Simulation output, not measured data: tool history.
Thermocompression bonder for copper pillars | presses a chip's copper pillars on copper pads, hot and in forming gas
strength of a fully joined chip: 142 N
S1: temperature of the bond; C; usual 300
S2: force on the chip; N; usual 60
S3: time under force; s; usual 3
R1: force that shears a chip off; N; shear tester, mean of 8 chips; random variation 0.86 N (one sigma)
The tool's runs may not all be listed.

run,hour,S1,S2,S3,R1
1,0.0,300,60,3,98.4
2,14.9,300,60,3,98.1
3,34.2,300,60,3,97.3
4,68.9,286,60,3,85.2
5,104.1,286,60,3,85.4
6,123.4,286,60,3,85.2
7,139.1,300,60,2,82.0
8,170.7,300,60,2,84.2
9,194.2,300,60,3,94.3
10,216.1,300,60,3,92.6
11,239.6,300,68,3,96.7
12,258.4,301,60,3,92.9
13,288.7,301,60,3,93.4
14,317.2,301,60,3,91.6
15,335.9,301,60,3,90.9
# hour 340.2: heater calibrated with a thermocouple chip
16,369.4,301,60,3,90.7
# hour 375.2: forming gas filter changed
17,395.9,300,60,3,100.8
# hour 426.4: heater calibrated with a thermocouple chip, once more
18,428.6,300,60,3,97.5
19,456.0,300,60,3,97.9
20,472.2,300,40,3,79.0
21,494.5,299,40,2,69.5
22,518.4,313,61,4,110.8
23,549.4,310,87,2,105.5
24,569.6,327,60,3,110.7
25,594.8,327,59,3,109.4
26,623.2,282,63,5,95.4
27,651.2,282,63,5,96.7
28,676.7,282,63,5,93.8
29,707.8,297,62,5,103.3
30,739.7,297,62,5,102.4
31,755.0,297,62,5,102.4
32,786.4,300,84,2,93.3
33,810.9,313,60,4,103.0
# hour 825.9: forming gas filter changed
34,842.7,320,69,2,107.1
35,861.2,302,74,9,128.2
36,880.0,282,48,9,104.4
37,898.4,282,48,9,105.4
38,922.0,282,48,9,104.1
39,943.2,296,48,9,112.4
40,975.5,328,71,3,116.7

Measured less the same run without the tool's hidden state. The same run-to-run variation is in both; the gauge's scatter may not be:
The hidden state here: true temperature of the bond over the reading, C; force that reaches the chip, % of what is set; oxide that the forming gas leaves, % of the face; drift of the gauge itself on shear_n, %.
run,R1
1,-0.4
2,-0.6
3,-1.0
4,-1.2
5,-1.8
6,-2.1
7,-2.3
8,-2.9
9,-4.0
10,-4.3
11,-5.1
12,-5.1
13,-5.8
14,-6.2
15,-6.6
16,-7.0
17,+2.3
18,-0.2
19,-0.6
20,-0.6
21,-0.7
22,-2.3
23,-2.8
24,-3.5
25,-4.0
26,-3.7
27,-4.3
28,-4.7
29,-6.1
30,-6.7
31,-7.1
32,-6.9
33,-8.7
34,+1.4
35,+0.2
36,+0.8
37,+0.4
38,-0.1
39,-0.9
40,-2.1

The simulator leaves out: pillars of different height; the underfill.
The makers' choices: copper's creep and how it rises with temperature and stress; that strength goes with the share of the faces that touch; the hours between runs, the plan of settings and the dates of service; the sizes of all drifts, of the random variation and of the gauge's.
